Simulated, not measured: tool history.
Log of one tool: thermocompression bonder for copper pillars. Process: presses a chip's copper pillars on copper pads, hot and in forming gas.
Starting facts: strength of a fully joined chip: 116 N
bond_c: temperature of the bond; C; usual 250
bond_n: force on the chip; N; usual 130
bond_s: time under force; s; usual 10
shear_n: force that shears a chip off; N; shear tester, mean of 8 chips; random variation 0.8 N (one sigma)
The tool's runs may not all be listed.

{"run": 1, "hour": 0.0, "bond_c": 250, "bond_n": 130, "bond_s": 10, "shear_n": 48.7}
{"hour": 16.3, "done": "forming gas filter changed"}
{"run": 2, "hour": 49.0, "bond_c": 250, "bond_n": 130, "bond_s": 10, "shear_n": 51.1}
{"run": 3, "hour": 105.7, "bond_c": 250, "bond_n": 130, "bond_s": 10, "shear_n": 50.2}
{"run": 4, "hour": 158.8, "bond_c": 250, "bond_n": 130, "bond_s": 18, "shear_n": 59.0}
{"hour": 200.8, "done": "forming gas filter changed"}
{"run": 5, "hour": 202.2, "bond_c": 248, "bond_n": 130, "bond_s": 10, "shear_n": 50.4}
{"run": 6, "hour": 241.7, "bond_c": 248, "bond_n": 130, "bond_s": 10, "shear_n": 48.1}
{"run": 7, "hour": 267.7, "bond_c": 250, "bond_n": 130, "bond_s": 10, "shear_n": 49.6}
{"run": 8, "hour": 313.0, "bond_c": 250, "bond_n": 130, "bond_s": 5, "shear_n": 37.1}
{"run": 9, "hour": 359.7, "bond_c": 268, "bond_n": 130, "bond_s": 5, "shear_n": 48.7}
{"hour": 381.6, "done": "forming gas filter changed"}
{"run": 10, "hour": 396.2, "bond_c": 251, "bond_n": 175, "bond_s": 10, "shear_n": 62.5}
{"hour": 421.3, "done": "heater calibrated with a thermocouple chip"}
{"run": 11, "hour": 453.1, "bond_c": 250, "bond_n": 120, "bond_s": 23, "shear_n": 72.1}
{"run": 12, "hour": 486.6, "bond_c": 250, "bond_n": 120, "bond_s": 23, "shear_n": 70.5}
{"run": 13, "hour": 531.3, "bond_c": 250, "bond_n": 140, "bond_s": 30, "shear_n": 79.4}
{"hour": 567.2, "done": "forming gas filter changed"}
{"run": 14, "hour": 576.7, "bond_c": 240, "bond_n": 130, "bond_s": 10, "shear_n": 50.1}
{"run": 15, "hour": 615.6, "bond_c": 227, "bond_n": 140, "bond_s": 10, "shear_n": 40.1}
{"run": 16, "hour": 671.1, "bond_c": 250, "bond_n": 143, "bond_s": 26, "shear_n": 79.5}

Consider 3 possible next runs. They are alternatives, not a sequence: every one starts from the tool as it was left by run 16. What does each give?
{"run": "A", "hour": 725.7, "bond_c": 250, "bond_n": 143, "bond_s": 29, "shear_n": "?"}
{"run": "B", "hour": 725.7, "bond_c": 252, "bond_n": 143, "bond_s": 26, "shear_n": "?"}
{"run": "C", "hour": 725.7, "bond_c": 220, "bond_n": 112, "bond_s": 15, "shear_n": "?"}

run=A shear_n=78.1
run=B shear_n=75.7
run=C shear_n=32.1
With no hidden state in the tool, these same runs would have given:
run=A shear_n=89.9
run=B shear_n=87.2
run=C shear_n=38.6
